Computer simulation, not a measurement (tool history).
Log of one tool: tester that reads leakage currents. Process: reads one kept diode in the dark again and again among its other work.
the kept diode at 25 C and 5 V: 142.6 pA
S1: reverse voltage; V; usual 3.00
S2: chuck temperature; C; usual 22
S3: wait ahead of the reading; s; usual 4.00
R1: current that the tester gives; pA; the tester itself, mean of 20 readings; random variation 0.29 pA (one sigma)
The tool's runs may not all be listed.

run 1 hour=0.0 | S1=3.00 S2=22 S3=4.00 | R1=99.80
run 2 hour=103.4 | S1=3.00 S2=22 S3=4.00 | R1=101.46
run 3 hour=177.7 | S1=3.00 S2=22 S3=4.00 | R1=102.15
run 4 hour=252.1 | S1=3.00 S2=22 S3=4.00 | R1=103.96
run 5 hour=335.7 | S1=3.00 S2=50 S3=4.00 | R1=824.00
run 6 hour=435.0 | S1=3.00 S2=22 S3=4.00 | R1=106.09
run 7 hour=485.8 | S1=3.00 S2=22 S3=4.00 | R1=107.26
run 8 hour=596.8 | S1=3.00 S2=22 S3=4.00 | R1=109.09
run 9 hour=670.3 | S1=3.00 S2=22 S3=4.00 | R1=109.55
run 10 hour=734.2 | S1=3.00 S2=22 S3=4.00 | R1=111.76
run 11 hour=851.6 | S1=3.00 S2=22 S3=4.00 | R1=112.73
run 12 hour=965.5 | S1=3.00 S2=22 S3=4.00 | R1=114.75
-- hour=1043.0 chuck's temperature calibrated
run 13 hour=1043.0 | S1=3.00 S2=27 S3=2.43 | R1=143.52
run 14 hour=1103.1 | S1=3.00 S2=27 S3=2.43 | R1=144.81
run 15 hour=1210.7 | S1=3.00 S2=27 S3=2.43 | R1=147.06
run 16 hour=1317.4 | S1=3.00 S2=29 S3=4.00 | R1=173.22
run 17 hour=1395.4 | S1=3.00 S2=29 S3=4.00 | R1=174.98
run 18 hour=1489.3 | S1=15.84 S2=22 S3=1.78 | R1=196.89
run 19 hour=1604.4 | S1=15.84 S2=22 S3=1.78 | R1=200.70
run 20 hour=1713.7 | S1=13.47 S2=22 S3=0.38 | R1=196.14
run 21 hour=1789.9 | S1=5.93 S2=34 S3=0.38 | R1=340.86
run 22 hour=1846.6 | S1=5.02 S2=36 S3=0.44 | R1=376.01
run 23 hour=1959.8 | S1=2.55 S2=35 S3=8.00 | R1=278.19

5 ways to go on from here, each from the tool as it stands after run 23. What would each give?
run A hour=2016.0 | S1=2.83 S2=20 S3=0.68 | R1=?
run B hour=2016.0 | S1=8.70 S2=35 S3=8.00 | R1=?
run C hour=2016.0 | S1=18.66 S2=36 S3=0.88 | R1=?
run D hour=2016.0 | S1=3.00 S2=35 S3=0.60 | R1=?
run E hour=2016.0 | S1=3.10 S2=27 S3=4.00 | R1=?

run=A R1=93.13
run=B R1=435.02
run=C R1=619.95
run=D R1=297.49
run=E R1=165.32
Without the tool's hidden state the same runs would have given:
run=A R1=78.29
run=B R1=375.56
run=C R1=527.71
run=D R1=260.74
run=E R1=142.14

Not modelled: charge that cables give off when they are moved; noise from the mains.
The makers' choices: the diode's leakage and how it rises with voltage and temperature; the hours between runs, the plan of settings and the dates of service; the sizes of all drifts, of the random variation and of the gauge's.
